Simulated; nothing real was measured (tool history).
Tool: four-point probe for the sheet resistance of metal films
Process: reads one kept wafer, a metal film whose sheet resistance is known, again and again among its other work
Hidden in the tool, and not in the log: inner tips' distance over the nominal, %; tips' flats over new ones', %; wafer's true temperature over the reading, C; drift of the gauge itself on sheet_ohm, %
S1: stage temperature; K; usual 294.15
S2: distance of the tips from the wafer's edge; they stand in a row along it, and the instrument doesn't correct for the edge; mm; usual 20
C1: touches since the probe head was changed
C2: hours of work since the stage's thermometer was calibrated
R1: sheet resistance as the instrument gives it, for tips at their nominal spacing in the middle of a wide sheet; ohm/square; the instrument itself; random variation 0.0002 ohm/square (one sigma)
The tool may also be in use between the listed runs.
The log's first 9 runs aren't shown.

run	hour	S1	S2	C1	C2	R1
10	93.1	294.15	20	21967	474	1.020993
11	102.7	291.15	20	22299	480	1.01999
12	118.8	291.15	20	22857	490	1.01987
13	129.3	300.15	20	23222	497	1.02356
14	137.1	299.15	20	23492	502	1.023347
15	144.4	294.15	20	23744	506	1.021089
16	151.7	294.15	20	23998	511	1.021378
17	163.5	294.15	20	24408	518	1.021121
18	177.2	294.15	20	24883	527	1.021284
19	186.2	294.15	20	25196	532	1.021396
20	193.8	294.15	20	25460	537	1.021295
21	201.4	294.15	20	25723	542	1.020961
22	210.8	294.15	16	26048	547	1.021905
23	219.2	294.15	16	26339	553	1.021469
24	225.9	294.15	16	26574	557	1.021898
25	237.4	293.15	51	26970	564	1.019755
26	251.2	295.15	10	27452	573	1.025813
27	265.7	295.15	10	27952	582	1.025656
28	274.9	294.15	6	28273	587	1.034934
29	288.8	294.15	6	28753	596	1.034814
30	304.8	294.15	6	29308	606	1.034919
31	314.3	306.15	3	29639	612	1.081822
32	327.7	296.15	11	30103	620	1.02498

Forecast run 33:
33	336.5	296.15	11	30407	625	?

R1: 1.025082 ohm/square
Without the tool's hidden state the same run would have given R1 1.025072 ohm/square.
